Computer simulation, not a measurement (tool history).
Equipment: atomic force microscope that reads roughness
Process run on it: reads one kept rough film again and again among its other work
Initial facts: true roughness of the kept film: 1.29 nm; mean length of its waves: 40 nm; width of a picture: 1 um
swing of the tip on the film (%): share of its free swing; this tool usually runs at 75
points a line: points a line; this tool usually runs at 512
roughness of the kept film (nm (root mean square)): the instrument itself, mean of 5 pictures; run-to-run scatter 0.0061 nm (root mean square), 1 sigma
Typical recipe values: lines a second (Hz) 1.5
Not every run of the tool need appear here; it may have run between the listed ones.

| run | hour | lines a second (Hz) | swing of the tip on the film (%) | points a line | roughness of the kept film (nm (root mean square)) |
|---|---|---|---|---|---|
| 1 | 0 | 1.5 | 75 | 512 | 1.17 |
| 2 | 21.3 | 1.5 | 75 | 512 | 1.167 |
| 3 | 36.4 | 1.5 | 75 | 761 | 1.168 |
| 4 | 54.6 | 1.5 | 75 | 259 | 1.162 |
| 5 | 83.7 | 1.5 | 75 | 923 | 1.159 |
|  | 94.5 | new tip fitted |
| 6 | 103.8 | 1.5 | 75 | 923 | 1.169 |
| 7 | 129 | 1.5 | 75 | 923 | 1.17 |
| 8 | 162.5 | 1.5 | 75 | 923 | 1.161 |
| 9 | 191 | 1.5 | 84 | 923 | 1.114 |
| 10 | 210.9 | 1.5 | 84 | 923 | 1.118 |
| 11 | 235.7 | 1.5 | 84 | 923 | 1.117 |
| 12 | 255.2 | 1.5 | 84 | 923 | 1.115 |
| 13 | 276.9 | 1.5 | 75 | 512 | 1.16 |
| 14 | 292.9 | 1.5 | 75 | 512 | 1.172 |
| 15 | 320.9 | 1.5 | 75 | 512 | 1.164 |
|  | 344 | new tip fitted |
| 16 | 346.4 | 1.5 | 75 | 512 | 1.161 |
| 17 | 369.5 | 1.5 | 75 | 512 | 1.161 |
| 18 | 393.2 | 1.5 | 75 | 960 | 1.172 |
| 19 | 414.8 | 1.5 | 75 | 960 | 1.17 |
| 20 | 429.2 | 1.5 | 75 | 960 | 1.165 |
| 21 | 444.1 | 1.5 | 75 | 960 | 1.159 |
| 22 | 461.3 | 1.5 | 75 | 960 | 1.165 |
| 23 | 492.5 | 1.5 | 75 | 960 | 1.169 |
| 24 | 507.9 | 1.5 | 75 | 960 | 1.173 |
| 25 | 534 | 1.5 | 75 | 960 | 1.173 |
| 26 | 559.7 | 1.5 | 75 | 658 | 1.16 |
| 27 | 578.2 | 0.83 | 87 | 402 | 1.158 |
|  | 591.2 | new tip fitted |
| 28 | 605.1 | 0.83 | 87 | 402 | 1.163 |
| 29 | 635.5 | 2.08 | 61 | 512 | 1.205 |
| 30 | 661.1 | 2.08 | 61 | 512 | 1.201 |
| 31 | 686.6 | 1.5 | 68 | 743 | 1.196 |
| 32 | 702.2 | 1.5 | 68 | 743 | 1.194 |
| 33 | 717.8 | 0.82 | 61 | 681 | 1.231 |
| 34 | 745.4 | 1.5 | 62 | 803 | 1.212 |
| 35 | 775.3 | 0.66 | 67 | 440 | 1.247 |
| 36 | 800.1 | 0.66 | 67 | 440 | 1.235 |
| 37 | 822.6 | 0.59 | 59 | 908 | 1.25 |
|  | 838.5 | new tip fitted |
| 38 | 842.5 | 0.59 | 59 | 908 | 1.269 |
| 39 | 862.3 | 0.63 | 75 | 512 | 1.213 |
| 40 | 887 | 3.74 | 66 | 603 | 1.127 |
| 41 | 910.7 | 3.74 | 69 | 518 | 1.096 |
| 42 | 938.1 | 3.74 | 69 | 518 | 1.1 |
| 43 | 957.5 | 0.93 | 87 | 518 | 1.154 |
| 44 | 989 | 0.93 | 87 | 518 | 1.137 |
| 45 | 1018.8 | 0.88 | 87 | 502 | 1.158 |
| 46 | 1046.4 | 3.71 | 69 | 502 | 1.091 |

Run 47 is up next; what results do you expect?
| 47 | 1070.5 | 0.73 | 56 | 584 | ? |

{"run 47": {"roughness of the kept film (nm (root mean square))": 1.244}}
Without the tool's hidden state the same run would have given roughness of the kept film (nm (root mean square)) 1.247.
